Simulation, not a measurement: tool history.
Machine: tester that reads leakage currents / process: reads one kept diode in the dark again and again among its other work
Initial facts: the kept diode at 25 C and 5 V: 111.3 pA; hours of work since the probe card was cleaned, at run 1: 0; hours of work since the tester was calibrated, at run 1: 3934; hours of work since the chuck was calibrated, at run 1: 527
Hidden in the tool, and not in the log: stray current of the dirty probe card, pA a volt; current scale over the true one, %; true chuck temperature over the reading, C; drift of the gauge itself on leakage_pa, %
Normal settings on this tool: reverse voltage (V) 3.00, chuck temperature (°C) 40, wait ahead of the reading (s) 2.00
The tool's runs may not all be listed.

run	hour	reverse voltage (V)	chuck temperature (°C)	wait ahead of the reading (s)	hours of work since the probe card was cleaned	hours of work since the tester was calibrated	hours of work since the chuck was calibrated	current that the tester gives (pA)
1	0.0	3.00	40	2.00	0	3934	527	242.24
2	91.7	3.00	26	2.00	64	3998	592	94.29
3	238.4	3.00	32	2.00	167	4101	695	143.52
4	399.1	3.00	32	2.00	280	4214	807	145.03
5	491.9	3.00	32	2.00	345	4279	873	146.17
6	563.1	2.06	40	2.00	395	4329	922	204.19
7	673.1	3.00	40	2.00	473	4406	1000	250.23
8	737.7	5.23	60	9.84	518	4451	1045	1134.11
9	836.9	3.41	43	4.93	588	4521	1115	323.74
10	935.9	6.32	42	3.30	657	4591	1184	424.87
11	1073.8	6.32	42	3.30	754	4687	1281	427.21

What does the tool deliver on the next run?
12	1139.5	1.84	44	3.30	800	4734	1327	?

current that the tester gives (pA): 256.56
Minus the tool's unlogged condition, the same run would have read current that the tester gives (pA) 242.20.
